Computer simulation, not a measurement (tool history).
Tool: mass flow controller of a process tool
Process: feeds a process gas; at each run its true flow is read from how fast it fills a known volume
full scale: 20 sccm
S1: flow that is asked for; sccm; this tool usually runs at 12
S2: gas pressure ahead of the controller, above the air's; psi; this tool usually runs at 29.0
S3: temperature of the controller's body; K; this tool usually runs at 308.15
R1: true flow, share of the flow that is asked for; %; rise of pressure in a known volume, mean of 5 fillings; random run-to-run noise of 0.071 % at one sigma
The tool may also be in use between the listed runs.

run    hour  S1    S2      S3      R1
  1     0.0  12  29.0  308.15   99.58
  2    96.6  12  29.0  308.15   99.48
  3   161.9  12  39.7  308.15  100.00
  4   261.7  12  39.7  308.15   99.89
  5   369.7  12  27.3  308.15   99.46
      380.7  -- controller's zero set anew
  6   463.2  12  29.0  308.15   99.66
  7   521.3  12  29.0  301.15   99.22
  8   627.2  12  39.9  308.15   99.97
  9   720.5  12  39.9  308.15   99.87
 10   834.5  12  39.9  308.15   99.99
 11   933.8  10  39.9  299.15   99.13
      976.3  -- controller's zero set anew, once more
 12   997.7  10  39.9  299.15   98.91
 13  1092.2   2  35.1  293.15   97.99
 14  1188.2   2  35.1  293.15   98.14
 15  1263.3   8  20.9  306.15   98.59
 16  1316.5   8  20.9  306.15   98.63
 17  1436.1   8  20.9  306.15   98.63
 18  1533.3   8  20.9  306.15   98.51
 19  1624.3   4  20.9  307.15   98.52

Branching from run 19: 5 alternative next runs. What would each branch give?
  A  1701.5  11  29.0  304.15   ?
  B  1701.5  12  29.0  308.15   ?
  C  1701.5   4  36.5  307.15   ?
  D  1701.5   6  26.5  294.15   ?
  E  1701.5  12  27.4  308.15   ?

run     R1
  A  98.98
  B  99.34
  C  99.03
  D  97.85
  E  99.15
Had the tool no hidden state, the same runs would have come out as:
run     R1
  A  99.17
  B  99.55
  C  98.83
  D  97.86
  E  99.36
